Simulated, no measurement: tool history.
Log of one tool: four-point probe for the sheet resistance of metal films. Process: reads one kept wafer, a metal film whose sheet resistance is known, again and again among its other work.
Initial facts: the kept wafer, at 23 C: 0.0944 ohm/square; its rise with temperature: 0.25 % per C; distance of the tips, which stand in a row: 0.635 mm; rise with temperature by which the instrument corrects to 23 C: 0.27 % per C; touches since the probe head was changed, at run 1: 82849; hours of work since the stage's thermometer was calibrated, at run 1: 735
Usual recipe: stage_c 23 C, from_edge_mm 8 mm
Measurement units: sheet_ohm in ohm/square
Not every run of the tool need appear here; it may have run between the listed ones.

| run | hour | stage_c | from_edge_mm | touches since the probe head was changed | hours of work since the stage's thermometer was calibrated | sheet_ohm |
|---|---|---|---|---|---|---|
| 1 | 0 | 23 | 8 | 82849 | 735 | 0.093804 |
| 2 | 21.5 | 23 | 8 | 83403 | 746 | 0.093811 |
|  | 31.7 | new probe head fitted |
| 3 | 44.1 | 23 | 8 | 321 | 757 | 0.094502 |
| 4 | 76.3 | 31 | 8 | 1150 | 774 | 0.094301 |
| 5 | 99.4 | 31 | 8 | 1744 | 786 | 0.094274 |
| 6 | 119 | 23 | 8 | 2251 | 796 | 0.094476 |
| 7 | 140.3 | 23 | 8 | 2801 | 807 | 0.094427 |
| 8 | 170.2 | 23 | 8 | 3570 | 823 | 0.094434 |
| 9 | 191.4 | 23 | 8 | 4117 | 834 | 0.094437 |
| 10 | 213 | 23 | 32 | 4675 | 845 | 0.094111 |
| 11 | 232.7 | 23 | 32 | 5182 | 855 | 0.094133 |
| 12 | 251.4 | 23 | 32 | 5666 | 865 | 0.09411 |
| 13 | 287 | 23 | 32 | 6582 | 883 | 0.09408 |
| 14 | 324.6 | 22 | 61 | 7552 | 903 | 0.094072 |
| 15 | 343.8 | 32 | 4 | 8046 | 913 | 0.095131 |
| 16 | 363.3 | 32 | 4 | 8549 | 923 | 0.095133 |
| 17 | 386.4 | 19 | 8 | 9144 | 935 | 0.09447 |
| 18 | 416.3 | 19 | 8 | 9917 | 950 | 0.0944 |
| 19 | 447.5 | 32 | 5 | 10721 | 966 | 0.094676 |

Here are 5 independent what-if runs from the current tool condition. What would each one return?
| A | 482.9 | 26 | 54 | 11634 | 985 | ? |
| B | 482.9 | 19 | 21 | 11634 | 985 | ? |
| C | 482.9 | 23 | 5 | 11634 | 985 | ? |
| D | 482.9 | 19 | 3 | 11634 | 985 | ? |
| E | 482.9 | 34 | 14 | 11634 | 985 | ? |

| run | sheet_ohm |
|---|---|
| A | 0.093963 |
| B | 0.094148 |
| C | 0.094858 |
| D | 0.096303 |
| E | 0.09391 |
Without the tool's hidden state the same runs would have given:
| run | sheet_ohm |
|---|---|
| A | 0.094353 |
| B | 0.09454 |
| C | 0.095251 |
| D | 0.096702 |
| E | 0.094298 |
